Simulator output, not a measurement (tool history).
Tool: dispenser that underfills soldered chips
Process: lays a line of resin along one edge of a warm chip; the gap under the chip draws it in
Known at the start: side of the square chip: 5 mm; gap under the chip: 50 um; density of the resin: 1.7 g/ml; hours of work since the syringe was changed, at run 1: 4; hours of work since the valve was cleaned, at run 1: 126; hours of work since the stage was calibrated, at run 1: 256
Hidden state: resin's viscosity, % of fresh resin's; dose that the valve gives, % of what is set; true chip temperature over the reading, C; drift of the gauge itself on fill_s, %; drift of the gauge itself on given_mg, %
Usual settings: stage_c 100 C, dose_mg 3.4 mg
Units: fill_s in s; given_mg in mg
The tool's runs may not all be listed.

run	day	stage_c	dose_mg	hours of work since the syringe was changed	hours of work since the valve was cleaned	hours of work since the stage was calibrated	fill_s	given_mg
1	0	100	3.4	4	126	256	39.5	3.26
# day 0.188: new syringe of resin
2	0.583	100	3.4	6	135	265	46.6	3.27
# day 0.621: new syringe of resin
3	1.033	100	3.4	6	142	271	48.4	3.26
# day 1.088: new syringe of resin
# day 1.358: dispensing valve cleaned and set on the balance
4	1.362	100	3.4	4	0	276	38.2	3.39
# day 1.571: new syringe of resin
5	1.912	100	4.01	5	8	284	44.1	3.99
# day 2.033: new syringe of resin
# day 2.508: new syringe of resin
6	2.512	100	4.01	0	17	293	30.2	4.02
# day 2.942: new syringe of resin
7	3.146	91	4.01	3	27	302	55.3	3.96
# day 3.379: new syringe of resin
8	3.458	100	3.34	1	31	307	33.3	3.29
# day 3.612: stage's temperature calibrated
# day 3.871: new syringe of resin
9	4.071	100	3.34	3	40	7	36.8	3.34
# day 4.304: new syringe of resin
10	4.538	100	3.34	4	47	14	38.7	3.28
# day 4.738: new syringe of resin
11	4.9	106	4.25	2	52	19	26.9	4.21
# day 5.183: new syringe of resin
12	5.225	106	4.25	1	57	24	23.2	4.18
13	5.504	88	4.21	5	61	28	67.7	4.11
# day 5.638: new syringe of resin
14	5.875	86	3.4	4	67	34	69	3.34

Forecast each of these 5 alternatives for the next run:
# day 6.096: new syringe of resin
A	6.242	99	4.03	2	72	39	?	?
# day 6.096: new syringe of resin
B	6.242	113	3.33	2	72	39	?	?
# day 6.096: new syringe of resin
C	6.242	92	3.55	2	72	39	?	?
# day 6.096: new syringe of resin
D	6.242	110	3.98	2	72	39	?	?
# day 6.096: new syringe of resin
E	6.242	90	3.16	2	72	39	?	?

run	fill_s	given_mg
A	34.5	3.96
B	20.4	3.29
C	47.8	3.49
D	22.6	3.92
E	52.7	3.13
Without the tool's hidden state the same runs would have given:
run	fill_s	given_mg
A	29.8	4.03
B	17.5	3.35
C	41.2	3.56
D	19.4	3.99
E	45.4	3.19

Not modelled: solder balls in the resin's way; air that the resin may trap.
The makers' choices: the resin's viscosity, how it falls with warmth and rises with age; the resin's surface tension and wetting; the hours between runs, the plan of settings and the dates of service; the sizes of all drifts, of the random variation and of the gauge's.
